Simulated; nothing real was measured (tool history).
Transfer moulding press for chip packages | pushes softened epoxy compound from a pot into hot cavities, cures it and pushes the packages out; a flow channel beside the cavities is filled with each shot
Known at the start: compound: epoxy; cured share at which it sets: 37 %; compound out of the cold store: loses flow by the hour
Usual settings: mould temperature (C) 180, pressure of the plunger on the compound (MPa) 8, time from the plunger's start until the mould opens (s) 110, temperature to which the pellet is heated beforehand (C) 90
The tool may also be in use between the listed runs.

run,hour,mould temperature (C),pressure of the plunger on the compound (MPa),time from the plunger's start until the mould opens (s),temperature to which the pellet is heated beforehand (C),incoming compound's hours out of the cold store,length that the compound runs in the flow channel (mm),greatest force on the pins that push the packages out (N)
1,0,180,8,110,90,30.8,767,412
2,10.7,180,8,110,90,15.7,833,430
3,22,180,8,110,90,33.8,756,438
4,30.8,180,8,110,90,17,828,419
5,39.2,180,8,110,90,29.3,776,443
6,49.2,180,8,110,90,40.7,733,419
7,64.1,180,8,110,90,12,853,432
# hour 68.7: cavities cleaned with cleaning compound and waxed
8,79,180,8,110,90,37.3,739,411
9,88.2,180,8,110,90,8.3,866,430
10,96.6,180,8,110,90,17.8,825,427
11,110.2,180,8,110,90,38.9,739,417
12,117.7,180,8,143,90,22.1,802,388
13,129.3,181,8,92,98,43.3,717,498
# hour 137.1: cavities cleaned with cleaning compound and waxed
14,146.6,180,7.39,110,89,35.4,718,419
15,156.6,182,9.01,110,90,29.4,813,387
16,172.9,182,7.42,139,97,47.6,669,367
17,189.3,188,6.45,110,95,36.8,647,383

The next listed run, before its measurement:
18,200.6,179,6.62,117,92,38.4,?,?

{"run 18": {"length that the compound runs in the flow channel (mm)": 674, "greatest force on the pins that push the packages out (N)": 425}}
Without the tool's hidden state the same run would have given length that the compound runs in the flow channel (mm) 675, greatest force on the pins that push the packages out (N) 420.
